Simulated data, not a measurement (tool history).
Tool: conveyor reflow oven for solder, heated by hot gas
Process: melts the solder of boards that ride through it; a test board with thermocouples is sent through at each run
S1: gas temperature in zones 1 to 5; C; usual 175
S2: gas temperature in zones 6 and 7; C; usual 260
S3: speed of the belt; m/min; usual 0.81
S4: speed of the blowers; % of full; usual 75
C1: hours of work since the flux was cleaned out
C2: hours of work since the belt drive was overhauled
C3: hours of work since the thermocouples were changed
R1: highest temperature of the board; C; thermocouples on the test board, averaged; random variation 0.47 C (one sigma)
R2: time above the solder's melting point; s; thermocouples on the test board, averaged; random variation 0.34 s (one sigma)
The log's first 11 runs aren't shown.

run	day	S1	S2	S3	S4	C1	C2	C3	R1	R2
12	13.733	182	260	0.81	75	27	439	111	244.6	31.5
13	15.004	182	260	0.81	77	42	454	125	245	32.4
14	16.512	175	260	0.81	75	59	472	143	242.7	29.5
# day 17.15: flux residue cleaned out of gas plates and filters, once more
15	18.308	175	260	0.81	75	14	490	162	245.3	31
16	19.104	175	260	0.81	77	23	499	171	244.9	31.6
17	19.912	175	268	0.81	50	32	509	180	246.8	31.2
18	21.117	162	260	0.751	75	46	523	194	244.6	31.3
19	22.092	165	260	0.826	75	58	534	206	243.2	26.5
20	22.892	165	260	0.826	75	67	544	215	242.4	26.6
21	23.567	165	260	0.826	75	75	552	223	241.9	26.5
22	24.754	165	260	0.826	75	89	565	237	241.6	26.5
23	26.204	175	266	0.81	58	106	582	254	246.8	30.5
24	27.592	175	266	0.81	50	122	599	270	244.9	29.2
25	28.967	178	260	0.81	72	138	615	286	244.1	30.7
26	30.15	163	260	0.81	75	152	629	300	242.3	26.2
27	31.388	163	260	0.81	75	167	643	315	241	26.2
28	32.179	190	255	0.81	75	176	652	324	242.6	32.5
29	33.583	165	271	0.847	54	192	669	340	245.2	26.6
30	34.817	172	260	0.945	73	207	683	355	238.1	20.2
31	35.725	175	254	0.81	70	217	694	365	237.9	26.1

3 ways to go on from here, each from the tool as it stands after run 31. What would each give?
A	37.175	189	260	0.75	75	234	711	382	?	?
B	37.175	183	254	0.874	86	234	711	382	?	?
C	37.175	164	260	0.842	65	234	711	382	?	?

run	R1	R2
A	248.1	39.2
B	239.6	26.5
C	237.9	22.5
Without the tool's hidden state the same runs would have given:
run	R1	R2
A	249.9	39.4
B	241.7	27.5
C	240.1	23.7

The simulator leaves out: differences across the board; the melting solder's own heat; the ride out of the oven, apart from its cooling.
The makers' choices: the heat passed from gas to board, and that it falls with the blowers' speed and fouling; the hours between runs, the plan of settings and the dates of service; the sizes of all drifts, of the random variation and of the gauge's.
